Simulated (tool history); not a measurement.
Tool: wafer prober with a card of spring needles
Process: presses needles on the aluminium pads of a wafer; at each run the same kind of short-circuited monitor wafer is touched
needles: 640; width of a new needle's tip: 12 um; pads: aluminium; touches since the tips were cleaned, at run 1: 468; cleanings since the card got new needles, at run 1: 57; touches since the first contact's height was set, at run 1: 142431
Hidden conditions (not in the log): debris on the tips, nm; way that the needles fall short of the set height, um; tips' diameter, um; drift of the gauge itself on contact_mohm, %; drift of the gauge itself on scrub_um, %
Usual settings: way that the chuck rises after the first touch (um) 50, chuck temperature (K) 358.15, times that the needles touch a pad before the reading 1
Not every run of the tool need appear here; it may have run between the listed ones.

run,hour,way that the chuck rises after the first touch (um),chuck temperature (K),times that the needles touch a pad before the reading,touches since the tips were cleaned,cleanings since the card got new needles,touches since the first contact's height was set,resistance of one needle with its contact and lead (mohm),way that a needle slides on the pad (um)
1,0,50,358.15,1,468,57,142431,245,6.9
# hour 11: tips cleaned on abrasive film
2,14.4,50,358.15,1,1990,58,150817,363,6.75
# hour 21.8: tips cleaned on abrasive film
3,25.3,50,358.15,1,2051,59,157174,277,6.84
# hour 32.5: tips cleaned on abrasive film
4,41.1,50,358.15,1,5055,60,166403,313,6.72
# hour 43.7: tips cleaned on abrasive film
# hour 50: tips cleaned on abrasive film, once more
5,54.4,42,358.15,1,2616,62,174083,324,5.65
# hour 61: tips cleaned on abrasive film
6,61.7,42,358.15,1,372,63,178292,258,5.58
# hour 72.1: tips cleaned on abrasive film
7,73.5,42,358.15,1,822,64,185204,268,5.53
# hour 82.8: tips cleaned on abrasive film
8,83.2,50,358.15,1,214,65,190802,252,6.69
9,92.4,50,358.15,1,5607,65,196195,319,6.7
# hour 93.5: tips cleaned on abrasive film
10,100.6,50,358.15,1,4200,66,200993,310,6.62
# hour 104.2: tips cleaned on abrasive film
# hour 115.6: tips cleaned on abrasive film
11,115.6,50,358.15,1,0,68,209682,239,6.7
# hour 126.3: tips cleaned on abrasive film
12,126.3,50,358.15,2,0,69,215885,240,6.6
13,133.6,38,358.15,1,4264,69,220149,380,4.93
# hour 137.8: tips cleaned on abrasive film
14,141.7,43,389.15,1,2284,70,224863,324,5.64
# hour 149: tips cleaned on abrasive film
15,150.5,49,391.15,1,918,71,229998,271,6.51
# hour 159.8: tips cleaned on abrasive film
16,161.4,46,358.15,2,957,72,236317,260,6.06
# hour 167: height of the first contact set anew
17,168.9,46,358.15,2,5190,72,1130,286,6.54
# hour 171.3: tips cleaned on abrasive film
18,180.4,46,358.15,2,5375,73,7825,284,6.55
# hour 182: tips cleaned on abrasive film
19,191.3,31,341.15,1,5490,74,14167,426,4.38
# hour 192.6: tips cleaned on abrasive film
20,200.3,35,319.15,2,4524,75,19411,325,4.87
# hour 204: tips cleaned on abrasive film
21,211.6,35,346.15,2,4466,76,25937,325,5.05
# hour 214.8: tips cleaned on abrasive film
22,219,35,346.15,2,2484,77,30235,301,4.98
# hour 225.9: tips cleaned on abrasive film
23,228.5,35,346.15,2,1479,78,35741,286,5.01
# hour 237.6: tips cleaned on abrasive film
24,241.9,31,308.15,2,2514,79,43567,326,4.38

For some of the steps in resistance of one needle with its contact and lead (mohm) from one run to the next: how much would appear even if the tool had no hidden state, given the settings, what came in and random variation, and how much remains for the hidden state plus any gauge scatter that the measured result and the result without hidden state don't share?
Run 12 -> 13: way that the chuck rises after the first touch (um) 50 -> 38, times that the needles touch a pad before the reading 2 -> 1. resistance of one needle with its contact and lead (mohm) +140: hidden state +134, all else +6.
Run 18 -> 19: way that the chuck rises after the first touch (um) 46 -> 31, chuck temperature (K) 358.15 -> 341.15, times that the needles touch a pad before the reading 2 -> 1, tips cleaned on abrasive film. resistance of one needle with its contact and lead (mohm) +142: hidden state +139, all else +3.

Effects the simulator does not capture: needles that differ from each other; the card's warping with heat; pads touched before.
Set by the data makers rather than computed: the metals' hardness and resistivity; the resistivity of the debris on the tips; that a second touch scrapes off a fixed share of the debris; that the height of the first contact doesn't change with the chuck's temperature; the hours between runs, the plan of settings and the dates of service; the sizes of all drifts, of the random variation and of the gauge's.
